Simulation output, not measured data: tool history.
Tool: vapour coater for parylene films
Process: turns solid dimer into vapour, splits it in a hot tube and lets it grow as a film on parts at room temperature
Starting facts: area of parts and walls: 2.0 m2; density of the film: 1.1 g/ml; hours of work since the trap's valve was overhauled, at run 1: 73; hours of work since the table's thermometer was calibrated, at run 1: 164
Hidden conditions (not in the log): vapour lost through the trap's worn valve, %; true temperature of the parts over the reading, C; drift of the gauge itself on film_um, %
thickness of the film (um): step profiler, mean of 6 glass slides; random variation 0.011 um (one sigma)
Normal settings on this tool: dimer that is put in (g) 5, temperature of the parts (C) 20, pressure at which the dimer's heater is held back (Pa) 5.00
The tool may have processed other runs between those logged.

run,day,dimer that is put in (g),temperature of the parts (C),pressure at which the dimer's heater is held back (Pa),hours of work since the trap's valve was overhauled,hours of work since the table's thermometer was calibrated,thickness of the film (um)
1,0.000,5,20,5.00,73,164,1.61
2,1.125,5,20,2.06,94,184,1.82
3,2.688,5,18,5.00,123,213,1.65
4,4.192,5,20,6.49,151,241,1.48
5,5.750,5,20,6.49,180,270,1.48
6,7.192,5,20,6.49,206,297,1.48
# day 7.488: trap's valve overhauled
7,8.450,5,20,5.00,18,317,1.44
8,9.417,5,20,5.00,36,335,1.43
9,11.217,5,15,8.31,69,369,1.46
10,12.783,2,20,5.00,98,398,0.56
11,13.942,3,20,8.25,120,419,0.75
# day 14.346: trap's valve overhauled, once more
12,15.671,8,24,5.47,25,448,2.35
13,17.342,6,17,4.33,56,479,2.13
14,18.271,3,20,5.00,73,497,0.98
15,19.233,3,20,5.00,91,515,0.96

Measured result minus the same run's result without the hidden state. Both carry the same run-to-run variation, though not necessarily the same gauge scatter:
run,thickness of the film (um)
1,-0.06
2,-0.08
3,-0.09
4,-0.10
5,-0.12
6,-0.13
7,-0.23
8,-0.25
9,-0.27
10,-0.11
11,-0.16
12,-0.04
13,-0.06
14,-0.03
15,-0.04
